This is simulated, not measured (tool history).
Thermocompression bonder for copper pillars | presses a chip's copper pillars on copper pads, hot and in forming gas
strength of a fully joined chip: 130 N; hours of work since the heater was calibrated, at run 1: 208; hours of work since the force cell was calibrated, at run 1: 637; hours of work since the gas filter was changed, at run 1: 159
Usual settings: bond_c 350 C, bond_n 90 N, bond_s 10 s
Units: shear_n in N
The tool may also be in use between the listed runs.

run   hour  bond_c  bond_n  bond_s  hours of work since the heater was calibrated  hours of work since the force cell was calibrated  hours of work since the gas filter was changed  shear_n
  1      0     350      90      10                                            208                                                637                                             159     93.1
  2   27.1     350      90      10                                            226                                                656                                             178     93.2
  3   76.4     350      77      10                                            261                                                691                                             212     87.3
        81  -- forming gas filter changed
  4  102.6     350      77      10                                            279                                                708                                              15     88.6
  5  148.6     350      77      10                                            311                                                740                                              47     87.9
  6  184.2     350      77      21                                            335                                                765                                              72    105.2
     211.3  -- force cell calibrated
  7  224.2     350      71      21                                            362                                                  9                                              99    102.8
  8  253.4     350      71      21                                            383                                                 29                                             119    102.9
  9  282.1     350      71      21                                            403                                                 49                                             139    102.2
 10  308.7     350      90      28                                            421                                                 68                                             157    114.3
 11  354.1     350      76      10                                            453                                                 99                                             189     87.2
     389.2  -- forming gas filter changed
 12  405.7     360      58       5                                            488                                                135                                              11     66.9
 13  458.9     360      64       6                                            525                                                172                                              49     74.9
 14  516.1     332      60      10                                            565                                                212                                              88     72.2

Run 15 comes next. What will it give?
 15  551.4     332      60      10                                            590                                                236                                             113        ?

Run 15 gave shear_n 71.4 N.
Without the tool's hidden state the same run would have given shear_n 70.8 N.
